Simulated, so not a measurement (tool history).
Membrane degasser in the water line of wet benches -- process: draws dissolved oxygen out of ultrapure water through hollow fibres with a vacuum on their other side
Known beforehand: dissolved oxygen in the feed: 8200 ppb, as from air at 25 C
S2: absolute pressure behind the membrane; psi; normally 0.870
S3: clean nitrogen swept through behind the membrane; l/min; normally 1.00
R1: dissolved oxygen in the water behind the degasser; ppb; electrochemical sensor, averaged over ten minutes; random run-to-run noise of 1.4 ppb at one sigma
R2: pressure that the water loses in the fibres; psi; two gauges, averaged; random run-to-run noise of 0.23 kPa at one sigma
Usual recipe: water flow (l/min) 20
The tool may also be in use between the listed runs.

{"run": 1, "day": 0.0, "water flow (l/min)": 20, "S2": 0.87, "S3": 1.0, "R1": 140.6, "R2": 8.424}
{"run": 2, "day": 3.629, "water flow (l/min)": 20, "S2": 0.87, "S3": 1.0, "R1": 140.8, "R2": 8.403}
{"run": 3, "day": 11.521, "water flow (l/min)": 20, "S2": 0.87, "S3": 1.0, "R1": 138.1, "R2": 8.39}
{"run": 4, "day": 19.917, "water flow (l/min)": 20, "S2": 0.87, "S3": 1.0, "R1": 140.1, "R2": 8.396}
{"run": 5, "day": 25.821, "water flow (l/min)": 20, "S2": 0.87, "S3": 1.0, "R1": 138.0, "R2": 8.398}
{"run": 6, "day": 29.9, "water flow (l/min)": 20, "S2": 1.436, "S3": 1.0, "R1": 308.1, "R2": 8.396}
{"day": 34.438, "done": "vacuum gauge calibrated"}
{"run": 7, "day": 35.879, "water flow (l/min)": 20, "S2": 1.436, "S3": 1.0, "R1": 309.3, "R2": 8.385}
{"run": 8, "day": 39.675, "water flow (l/min)": 20, "S2": 1.436, "S3": 1.0, "R1": 310.1, "R2": 8.345}
{"run": 9, "day": 44.279, "water flow (l/min)": 20, "S2": 1.436, "S3": 1.0, "R1": 301.1, "R2": 8.425}
{"run": 10, "day": 52.683, "water flow (l/min)": 20, "S2": 0.879, "S3": 1.0, "R1": 142.9, "R2": 8.434}
{"run": 11, "day": 60.804, "water flow (l/min)": 20, "S2": 0.879, "S3": 1.0, "R1": 144.0, "R2": 8.392}
{"run": 12, "day": 68.612, "water flow (l/min)": 20, "S2": 0.879, "S3": 1.0, "R1": 141.5, "R2": 8.36}
{"run": 13, "day": 73.717, "water flow (l/min)": 20, "S2": 0.879, "S3": 1.0, "R1": 146.2, "R2": 8.383}
{"run": 14, "day": 79.85, "water flow (l/min)": 20, "S2": 0.783, "S3": 1.0, "R1": 111.7, "R2": 8.43}
{"run": 15, "day": 85.779, "water flow (l/min)": 20, "S2": 0.783, "S3": 1.0, "R1": 116.4, "R2": 8.454}
{"run": 16, "day": 93.071, "water flow (l/min)": 20, "S2": 0.783, "S3": 1.0, "R1": 111.3, "R2": 8.412}
{"run": 17, "day": 101.067, "water flow (l/min)": 21, "S2": 2.045, "S3": 0.47, "R1": 875.8, "R2": 8.873}
{"run": 18, "day": 104.996, "water flow (l/min)": 21, "S2": 2.045, "S3": 0.47, "R1": 888.3, "R2": 8.757}
{"run": 19, "day": 113.117, "water flow (l/min)": 15, "S2": 1.787, "S3": 1.0, "R1": 313.4, "R2": 6.3}
{"run": 20, "day": 118.117, "water flow (l/min)": 15, "S2": 1.787, "S3": 1.0, "R1": 309.4, "R2": 6.319}
{"run": 21, "day": 124.371, "water flow (l/min)": 15, "S2": 1.787, "S3": 1.0, "R1": 309.4, "R2": 6.313}
{"run": 22, "day": 129.308, "water flow (l/min)": 15, "S2": 1.787, "S3": 1.0, "R1": 315.1, "R2": 6.277}
{"run": 23, "day": 134.929, "water flow (l/min)": 15, "S2": 1.787, "S3": 0.46, "R1": 597.8, "R2": 6.247}
{"run": 24, "day": 138.65, "water flow (l/min)": 17, "S2": 0.561, "S3": 0.66, "R1": 49.1, "R2": 7.142}
{"run": 25, "day": 145.9, "water flow (l/min)": 18, "S2": 1.885, "S3": 0.66, "R1": 547.7, "R2": 7.601}
{"run": 26, "day": 151.117, "water flow (l/min)": 20, "S2": 2.116, "S3": 1.0, "R1": 499.6, "R2": 8.453}
{"run": 27, "day": 157.1, "water flow (l/min)": 14, "S2": 2.116, "S3": 2.05, "R1": 187.7, "R2": 5.916}
{"run": 28, "day": 160.862, "water flow (l/min)": 14, "S2": 2.116, "S3": 0.91, "R1": 383.4, "R2": 5.852}
{"run": 29, "day": 166.904, "water flow (l/min)": 13, "S2": 1.36, "S3": 2.31, "R1": 89.8, "R2": 5.472}
{"run": 30, "day": 170.608, "water flow (l/min)": 12, "S2": 0.667, "S3": 0.45, "R1": 83.9, "R2": 5.021}
{"run": 31, "day": 176.333, "water flow (l/min)": 16, "S2": 1.42, "S3": 0.87, "R1": 276.3, "R2": 6.734}

Alternative continuations, all from the tool just after run 31; predict every row:
{"run": "A", "day": 182.954, "water flow (l/min)": 19, "S2": 1.42, "S3": 0.87, "R1": "?", "R2": "?"}
{"run": "B", "day": 182.954, "water flow (l/min)": 26, "S2": 0.673, "S3": 2.39, "R1": "?", "R2": "?"}
{"run": "C", "day": 182.954, "water flow (l/min)": 12, "S2": 0.86, "S3": 0.63, "R1": "?", "R2": "?"}

run=A R1=319.6 R2=8.025
run=B R1=69.8 R2=10.863
run=C R1=120.3 R2=5.063
Stripped of hidden state, with their random variation kept, the same runs would have yielded:
run=A R1=319.5 R2=8.018
run=B R1=69.6 R2=10.853
run=C R1=120.2 R2=5.059
